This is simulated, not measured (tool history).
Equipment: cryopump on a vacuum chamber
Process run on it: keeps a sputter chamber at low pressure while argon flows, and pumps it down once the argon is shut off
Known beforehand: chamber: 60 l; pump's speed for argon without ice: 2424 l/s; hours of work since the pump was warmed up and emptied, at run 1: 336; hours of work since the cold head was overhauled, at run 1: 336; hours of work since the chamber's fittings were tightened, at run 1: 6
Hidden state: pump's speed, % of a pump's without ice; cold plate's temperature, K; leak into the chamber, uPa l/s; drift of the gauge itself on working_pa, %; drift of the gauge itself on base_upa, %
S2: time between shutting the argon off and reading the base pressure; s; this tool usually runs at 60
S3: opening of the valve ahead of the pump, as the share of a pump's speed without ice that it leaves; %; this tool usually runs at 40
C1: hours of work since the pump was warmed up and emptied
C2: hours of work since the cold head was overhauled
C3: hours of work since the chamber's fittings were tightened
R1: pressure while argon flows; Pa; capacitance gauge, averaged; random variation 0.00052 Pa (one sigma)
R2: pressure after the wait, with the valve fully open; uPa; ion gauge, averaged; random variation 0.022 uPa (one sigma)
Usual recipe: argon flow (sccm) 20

Run 1, hour 0: usual settings; C1 336; C2 336; C3 6. Result: R1 0.038 Pa, R2 0.68 uPa.
Run 2, hour 8.9: usual settings; C1 342; C2 342; C3 11. Result: R1 0.0382 Pa, R2 0.67 uPa.
Run 3, hour 20.5: usual settings; C1 349; C2 349; C3 18. Result: R1 0.0388 Pa, R2 0.65 uPa.
Run 4, hour 37.4: usual settings; C1 359; C2 359; C3 29. Result: R1 0.0377 Pa, R2 0.71 uPa.
Run 5, hour 47.3: usual settings; C1 365; C2 365; C3 35. Result: R1 0.0384 Pa, R2 0.68 uPa.
Run 6, hour 64.1: usual settings but S2 21 s; C1 376; C2 376; C3 45. Result: R1 0.0382 Pa, R2 1.57 uPa.
Run 7, hour 72.5: usual settings but argon flow (sccm) 8, S2 21 s; C1 381; C2 381; C3 51. Result: R1 0.0154 Pa, R2 1.56 uPa.
Run 8, hour 83.9: usual settings but argon flow (sccm) 8, S2 21 s; C1 388; C2 388; C3 58. Result: R1 0.0156 Pa, R2 1.55 uPa.
Run 9, hour 92.4: usual settings but argon flow (sccm) 8, S2 21 s; C1 394; C2 394; C3 63. Result: R1 0.0158 Pa, R2 1.63 uPa.
Run 10, hour 109.4: usual settings but argon flow (sccm) 8, S2 21 s; C1 404; C2 404; C3 74. Result: R1 0.0157 Pa, R2 1.6 uPa.
Run 11, hour 117.7: usual settings but argon flow (sccm) 8, S2 21 s; C1 409; C2 409; C3 79. Result: R1 0.0147 Pa, R2 1.63 uPa.
Run 12, hour 131.8: usual settings but argon flow (sccm) 8, S2 21 s; C1 418; C2 418; C3 87. Result: R1 0.015 Pa, R2 1.62 uPa.
Run 13, hour 141.5: usual settings but argon flow (sccm) 8, S2 21 s; C1 424; C2 424; C3 93. Result: R1 0.0157 Pa, R2 1.65 uPa.
Run 14, hour 151.2: usual settings but argon flow (sccm) 8, S2 21 s; C1 430; C2 430; C3 100. Result: R1 0.0167 Pa, R2 1.65 uPa.
Run 15, hour 166.8: usual settings; C1 440; C2 440; C3 109. Result: R1 0.0396 Pa, R2 0.75 uPa.
Run 16, hour 179.7: usual settings; C1 448; C2 448; C3 117. Result: R1 0.039 Pa, R2 0.81 uPa.
Run 17, hour 187.2: usual settings; C1 452; C2 452; C3 122. Result: R1 0.0379 Pa, R2 0.75 uPa.
Run 18, hour 201.7: usual settings but argon flow (sccm) 23, S2 52 s, S3 28 %; C1 461; C2 461; C3 131. Result: R1 0.0627 Pa, R2 0.83 uPa.
Run 19, hour 210.8: usual settings but argon flow (sccm) 32, S2 254 s, S3 28 %; C1 467; C2 467; C3 137. Result: R1 0.0863 Pa, R2 0.4 uPa.
Run 20, hour 223.3: usual settings but argon flow (sccm) 32, S2 254 s, S3 28 %; C1 475; C2 475; C3 144. Result: R1 0.0877 Pa, R2 0.42 uPa.
At hour 231.1: pump warmed up, emptied and cooled again.
Run 21, hour 242.3: usual settings but argon flow (sccm) 19, S2 116 s, S3 55 %; C1 7; C2 483; C3 153. Result: R1 0.0233 Pa, R2 0.5 uPa.
Run 22, hour 259.5: usual settings but argon flow (sccm) 34, S2 140 s; C1 18; C2 494; C3 164. Result: R1 0.0597 Pa, R2 0.44 uPa.
Run 23, hour 270.3: usual settings but argon flow (sccm) 8, S2 135 s, S3 43 %; C1 24; C2 501; C3 170. Result: R1 0.013 Pa, R2 0.46 uPa.
Run 24, hour 278.7: usual settings but argon flow (sccm) 16, S2 264 s; C1 30; C2 506; C3 176. Result: R1 0.0284 Pa, R2 0.37 uPa.
Run 25, hour 292.2: usual settings but argon flow (sccm) 35; C1 38; C2 515; C3 184. Result: R1 0.0612 Pa, R2 0.74 uPa.
Run 26, hour 301.2: usual settings but argon flow (sccm) 11, S2 52 s, S3 46 %; C1 43; C2 520; C3 190. Result: R1 0.0166 Pa, R2 0.81 uPa.
Run 27, hour 315.6: usual settings but argon flow (sccm) 8, S3 16 %; C1 52; C2 529; C3 198. Result: R1 0.0347 Pa, R2 0.75 uPa.
Run 28, hour 325: usual settings but argon flow (sccm) 30, S3 16 %; C1 58; C2 535; C3 204. Result: R1 0.1314 Pa, R2 0.77 uPa.
Run 29, hour 340.3: usual settings but argon flow (sccm) 22, S3 42 %; C1 68; C2 544; C3 214. Result: R1 0.0374 Pa, R2 0.74 uPa.

Forecast run 30:
Run 30, hour 356.8: usual settings but argon flow (sccm) 31, S2 27 s, S3 21 %; C1 78; C2 555; C3 224. Result: R1 ?, R2 ?.

{"run 30": {"R1": 0.1042, "R2": 1.33}}
On a tool with no hidden condition, and with the same random variation, this run would have come out at R1 0.1029 Pa, R2 1.17 uPa.

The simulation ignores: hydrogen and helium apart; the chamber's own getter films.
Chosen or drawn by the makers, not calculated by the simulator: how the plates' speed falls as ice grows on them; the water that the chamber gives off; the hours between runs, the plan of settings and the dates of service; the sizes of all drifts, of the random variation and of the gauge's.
